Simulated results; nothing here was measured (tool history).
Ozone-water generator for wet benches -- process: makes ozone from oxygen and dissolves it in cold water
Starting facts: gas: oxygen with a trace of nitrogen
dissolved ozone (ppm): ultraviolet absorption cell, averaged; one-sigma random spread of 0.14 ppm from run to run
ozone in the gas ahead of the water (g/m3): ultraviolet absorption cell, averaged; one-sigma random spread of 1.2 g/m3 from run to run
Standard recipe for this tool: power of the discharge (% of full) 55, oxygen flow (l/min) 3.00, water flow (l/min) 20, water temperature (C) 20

run	hour	power of the discharge (% of full)	oxygen flow (l/min)	water flow (l/min)	water temperature (C)	dissolved ozone (ppm)	ozone in the gas ahead of the water (g/m3)
1	0.0	55	3.00	20	20	16.6	210.7
2	20.7	55	3.00	20	20	16.8	209.8
3	41.8	55	3.00	20	20	16.7	208.9
4	73.4	55	3.00	16	20	20.5	210.1
5	89.5	55	3.00	16	20	20.5	209.1
6	105.2	55	3.00	16	20	20.6	208.3
7	134.7	60	3.00	16	20	21.8	219.2
# hour 145.4: contactor cleaned
8	155.4	60	3.00	16	20	21.4	222.0
9	187.7	55	3.00	31	20	10.7	205.7
10	203.9	55	3.00	20	20	16.9	206.9
11	227.4	55	3.00	20	20	16.3	210.0
12	245.2	59	3.00	20	20	17.3	215.6
13	268.1	55	3.00	20	20	16.6	208.1
14	298.0	55	3.00	20	20	16.6	206.6
15	319.2	55	3.00	20	20	16.7	206.6
16	333.5	55	3.00	20	20	16.9	206.5
17	347.7	55	1.90	20	20	15.6	273.8
18	367.2	50	4.93	20	20	16.0	144.2
19	384.2	50	2.77	20	20	15.5	202.5
20	418.8	50	2.77	27	20	11.4	202.1
21	436.7	55	1.87	20	23	15.1	272.9
22	465.8	55	1.87	20	28	14.7	271.7
23	488.1	55	1.87	20	28	14.7	272.6
24	520.0	55	1.87	20	28	14.8	272.5
25	551.8	55	3.00	26	16	13.3	204.2
26	576.9	55	3.00	26	16	13.3	207.0
27	600.9	83	1.93	20	20	20.7	346.5
28	627.9	83	1.93	20	20	20.5	341.5
29	649.5	83	5.23	20	20	22.1	193.8
30	680.8	83	5.23	20	20	22.0	192.7
31	713.0	65	3.00	20	22	18.1	227.1
32	748.2	47	2.89	20	20	15.1	189.8

Below, some changes in ozone in the gas ahead of the water (g/m3) between adjacent runs. For each, the amount present without the hidden state too (settings, incoming material, random variation) and the amount remaining for the hidden state with gauge scatter not shared by both compared results:
The hidden state here: yield of the discharge, % of new electrodes'; contactor's efficiency, % of a clean one's; true water temperature over the reading, C; drift of the gauge itself on ozone_ppm, %; drift of the gauge itself on gas_g_m3, %.
Run 17 -> 18: power of the discharge (% of full) 55 -> 50, oxygen flow (l/min) 1.90 -> 4.93. ozone in the gas ahead of the water (g/m3) -129.6: hidden state +1.2, all else -130.8.
Run 26 -> 27: power of the discharge (% of full) 55 -> 83, oxygen flow (l/min) 3.00 -> 1.93, water flow (l/min) 26 -> 20, water temperature (C) 16 -> 20. ozone in the gas ahead of the water (g/m3) +139.5: hidden state -2.6, all else +142.1.
Run 28 -> 29: oxygen flow (l/min) 1.93 -> 5.23. ozone in the gas ahead of the water (g/m3) -147.7: hidden state +2.6, all else -150.3.
